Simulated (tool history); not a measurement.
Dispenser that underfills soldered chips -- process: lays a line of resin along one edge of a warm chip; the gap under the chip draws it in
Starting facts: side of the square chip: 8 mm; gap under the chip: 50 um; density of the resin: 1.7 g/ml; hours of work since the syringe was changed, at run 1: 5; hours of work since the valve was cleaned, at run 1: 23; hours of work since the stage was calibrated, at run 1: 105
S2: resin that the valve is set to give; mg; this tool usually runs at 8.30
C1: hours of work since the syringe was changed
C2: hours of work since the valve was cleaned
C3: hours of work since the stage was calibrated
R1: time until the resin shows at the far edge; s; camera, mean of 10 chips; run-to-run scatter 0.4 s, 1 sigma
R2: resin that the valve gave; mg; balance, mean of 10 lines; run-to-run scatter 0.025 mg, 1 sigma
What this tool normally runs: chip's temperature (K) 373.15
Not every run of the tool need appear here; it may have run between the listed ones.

run 1 hour=0.0 | chip's_temperature_(K)=373.15 S2=8.30 | C1=5 C2=23 C3=105 | R1=28.2 R2=8.14
-- hour=1.9 new syringe of resin
run 2 hour=8.6 | chip's_temperature_(K)=373.15 S2=8.30 | C1=4 C2=29 C3=111 | R1=28.6 R2=8.15
-- hour=11.1 new syringe of resin
run 3 hour=17.8 | chip's_temperature_(K)=373.15 S2=8.30 | C1=4 C2=35 C3=117 | R1=29.6 R2=8.07
-- hour=20.2 new syringe of resin
run 4 hour=22.7 | chip's_temperature_(K)=373.15 S2=10.07 | C1=2 C2=38 C3=120 | R1=26.0 R2=9.76
run 5 hour=27.4 | chip's_temperature_(K)=373.15 S2=8.30 | C1=5 C2=41 C3=123 | R1=29.8 R2=8.01
-- hour=29.5 new syringe of resin
-- hour=34.6 dispensing valve cleaned and set on the balance
run 6 hour=38.4 | chip's_temperature_(K)=373.15 S2=8.30 | C1=5 C2=2 C3=129 | R1=30.2 R2=8.26
-- hour=39.4 new syringe of resin
run 7 hour=45.5 | chip's_temperature_(K)=373.15 S2=7.82 | C1=4 C2=7 C3=134 | R1=28.8 R2=7.81
-- hour=49.0 new syringe of resin
run 8 hour=53.6 | chip's_temperature_(K)=374.15 S2=8.30 | C1=3 C2=12 C3=139 | R1=26.0 R2=8.24
-- hour=58.3 new syringe of resin
run 9 hour=63.6 | chip's_temperature_(K)=387.15 S2=8.30 | C1=4 C2=19 C3=145 | R1=15.4 R2=8.16
-- hour=67.6 new syringe of resin
run 10 hour=68.9 | chip's_temperature_(K)=387.15 S2=8.30 | C1=1 C2=22 C3=149 | R1=14.5 R2=8.17
run 11 hour=73.6 | chip's_temperature_(K)=359.15 S2=8.30 | C1=4 C2=25 C3=152 | R1=53.9 R2=8.12
-- hour=76.8 new syringe of resin
run 12 hour=80.1 | chip's_temperature_(K)=373.15 S2=8.30 | C1=2 C2=29 C3=156 | R1=26.0 R2=8.15
run 13 hour=85.0 | chip's_temperature_(K)=366.15 S2=7.56 | C1=5 C2=32 C3=159 | R1=41.0 R2=7.36
-- hour=86.1 new syringe of resin
-- hour=95.0 new syringe of resin
run 14 hour=95.1 | chip's_temperature_(K)=382.15 S2=9.87 | C1=0 C2=38 C3=165 | R1=16.4 R2=9.56
run 15 hour=102.3 | chip's_temperature_(K)=367.15 S2=8.69 | C1=5 C2=43 C3=170 | R1=36.5 R2=8.35
-- hour=104.6 new syringe of resin
-- hour=105.6 dispensing valve cleaned and set on the balance
run 16 hour=108.7 | chip's_temperature_(K)=367.15 S2=8.69 | C1=2 C2=2 C3=173 | R1=34.1 R2=8.68
-- hour=114.7 new syringe of resin
run 17 hour=117.7 | chip's_temperature_(K)=364.15 S2=8.99 | C1=2 C2=8 C3=179 | R1=39.2 R2=8.91
-- hour=124.4 new syringe of resin
run 18 hour=126.3 | chip's_temperature_(K)=381.15 S2=8.78 | C1=1 C2=13 C3=184 | R1=18.0 R2=8.65
-- hour=133.6 new syringe of resin
run 19 hour=134.9 | chip's_temperature_(K)=384.15 S2=8.27 | C1=1 C2=19 C3=190 | R1=16.2 R2=8.18
run 20 hour=140.6 | chip's_temperature_(K)=380.15 S2=7.37 | C1=5 C2=22 C3=194 | R1=21.6 R2=7.23
-- hour=143.0 new syringe of resin
run 21 hour=147.7 | chip's_temperature_(K)=387.15 S2=8.00 | C1=3 C2=27 C3=198 | R1=15.4 R2=7.85
-- hour=152.0 new syringe of resin
run 22 hour=157.6 | chip's_temperature_(K)=373.15 S2=8.38 | C1=4 C2=33 C3=205 | R1=27.2 R2=8.13
-- hour=161.0 new syringe of resin
run 23 hour=164.4 | chip's_temperature_(K)=385.15 S2=7.37 | C1=2 C2=38 C3=209 | R1=17.3 R2=7.18

Describe how what the log doesn't record of the tool's condition differs between the last listed run preceding each entry between runs and the first listed run following it.
After run 1, before run 2: new syringe of resin (hour 1.9)
  resin's viscosity, % of fresh resin's: 117.2 -> 115.3; dose that the valve gives, % of what is set: 98.07 -> 97.65; true chip temperature over the reading, C: 0.87 -> 0.91
  measured result minus the result with no hidden state, R1: +3.4 -> +3.0 s; R2: -0.16 -> -0.19 mg
After run 2, before run 3: new syringe of resin (hour 11.1)
  resin's viscosity, % of fresh resin's: 115.3 -> 116.6; dose that the valve gives, % of what is set: 97.65 -> 97.16; true chip temperature over the reading, C: 0.91 -> 0.96
  measured result minus the result with no hidden state, R1: +3.0 -> +3.2 s; R2: -0.19 -> -0.24 mg
After run 3, before run 4: new syringe of resin (hour 20.2)
  resin's viscosity, % of fresh resin's: 116.6 -> 105.5; dose that the valve gives, % of what is set: 97.16 -> 96.91; true chip temperature over the reading, C: 0.96 -> 0.98
  measured result minus the result with no hidden state, R1: +3.2 -> +0.4 s; R2: -0.24 -> -0.31 mg
After run 5, before run 6: new syringe of resin (hour 29.5); dispensing valve cleaned and set on the balance (hour 34.6)
  resin's viscosity, % of fresh resin's: 117.2 -> 120.8; dose that the valve gives, % of what is set: 96.69 -> 99.71; true chip temperature over the reading, C: 1.01 -> 1.05
  measured result minus the result with no hidden state, R1: +3.4 -> +4.0 s; R2: -0.28 -> -0.03 mg
After run 6, before run 7: new syringe of resin (hour 39.4)
  resin's viscosity, % of fresh resin's: 120.8 -> 114.6; dose that the valve gives, % of what is set: 99.71 -> 99.36; true chip temperature over the reading, C: 1.05 -> 1.09
  measured result minus the result with no hidden state, R1: +4.0 -> +2.5 s; R2: -0.03 -> -0.05 mg
After run 7, before run 8: new syringe of resin (hour 49.0)
  resin's viscosity, % of fresh resin's: 114.6 -> 111.7; dose that the valve gives, % of what is set: 99.36 -> 98.94; true chip temperature over the reading, C: 1.09 -> 1.13
  measured result minus the result with no hidden state, R1: +2.5 -> +1.6 s; R2: -0.05 -> -0.09 mg
After run 8, before run 9: new syringe of resin (hour 58.3)
  resin's viscosity, % of fresh resin's: 111.7 -> 111.8; dose that the valve gives, % of what is set: 98.94 -> 98.46; true chip temperature over the reading, C: 1.13 -> 1.18
  measured result minus the result with no hidden state, R1: +1.6 -> +1.0 s; R2: -0.09 -> -0.13 mg
After run 9, before run 10: new syringe of resin (hour 67.6)
  resin's viscosity, % of fresh resin's: 111.8 -> 102.5; dose that the valve gives, % of what is set: 98.46 -> 98.21; true chip temperature over the reading, C: 1.18 -> 1.21
  measured result minus the result with no hidden state, R1: +1.0 -> -0.3 s; R2: -0.13 -> -0.15 mg
After run 11, before run 12: new syringe of resin (hour 76.8)
  resin's viscosity, % of fresh resin's: 114.2 -> 108.4; dose that the valve gives, % of what is set: 97.95 -> 97.62; true chip temperature over the reading, C: 1.23 -> 1.27
  measured result minus the result with no hidden state, R1: +4.0 -> +0.8 s; R2: -0.17 -> -0.20 mg
After run 13, before run 14: new syringe of resin (hour 86.1); new syringe of resin (hour 95.0)
  resin's viscosity, % of fresh resin's: 121.3 -> 98.6; dose that the valve gives, % of what is set: 97.36 -> 96.86; true chip temperature over the reading, C: 1.29 -> 1.34
  measured result minus the result with no hidden state, R1: +5.5 -> -1.2 s; R2: -0.20 -> -0.31 mg
After run 15, before run 16: new syringe of resin (hour 104.6); dispensing valve cleaned and set on the balance (hour 105.6)
  resin's viscosity, % of fresh resin's: 116.2 -> 108.4; dose that the valve gives, % of what is set: 96.47 -> 99.71; true chip temperature over the reading, C: 1.38 -> 1.41
  measured result minus the result with no hidden state, R1: +3.3 -> +0.6 s; R2: -0.31 -> -0.02 mg
After run 16, before run 17: new syringe of resin (hour 114.7)
  resin's viscosity, % of fresh resin's: 108.4 -> 107.4; dose that the valve gives, % of what is set: 99.71 -> 99.27; true chip temperature over the reading, C: 1.41 -> 1.45
  measured result minus the result with no hidden state, R1: +0.6 -> +0.2 s; R2: -0.02 -> -0.06 mg
After run 17, before run 18: new syringe of resin (hour 124.4)
  resin's viscosity, % of fresh resin's: 107.4 -> 102.9; dose that the valve gives, % of what is set: 99.27 -> 98.86; true chip temperature over the reading, C: 1.45 -> 1.49
  measured result minus the result with no hidden state, R1: +0.2 -> -0.6 s; R2: -0.06 -> -0.10 mg
After run 18, before run 19: new syringe of resin (hour 133.6)
  resin's viscosity, % of fresh resin's: 102.9 -> 102.2; dose that the valve gives, % of what is set: 98.86 -> 98.43; true chip temperature over the reading, C: 1.49 -> 1.53
  measured result minus the result with no hidden state, R1: -0.6 -> -0.6 s; R2: -0.10 -> -0.13 mg
After run 20, before run 21: new syringe of resin (hour 143.0)
  resin's viscosity, % of fresh resin's: 116.4 -> 113.7; dose that the valve gives, % of what is set: 98.13 -> 97.8; true chip temperature over the reading, C: 1.56 -> 1.59
  measured result minus the result with no hidden state, R1: +1.9 -> +1.1 s; R2: -0.14 -> -0.17 mg
After run 21, before run 22: new syringe of resin (hour 152.0)
  resin's viscosity, % of fresh resin's: 113.7 -> 113; dose that the valve gives, % of what is set: 97.8 -> 97.32; true chip temperature over the reading, C: 1.59 -> 1.64
  measured result minus the result with no hidden state, R1: +1.1 -> +1.5 s; R2: -0.17 -> -0.22 mg
After run 22, before run 23: new syringe of resin (hour 161.0)
  resin's viscosity, % of fresh resin's: 113 -> 110.3; dose that the valve gives, % of what is set: 97.32 -> 97; true chip temperature over the reading, C: 1.64 -> 1.67
  measured result minus the result with no hidden state, R1: +1.5 -> +0.6 s; R2: -0.22 -> -0.23 mg
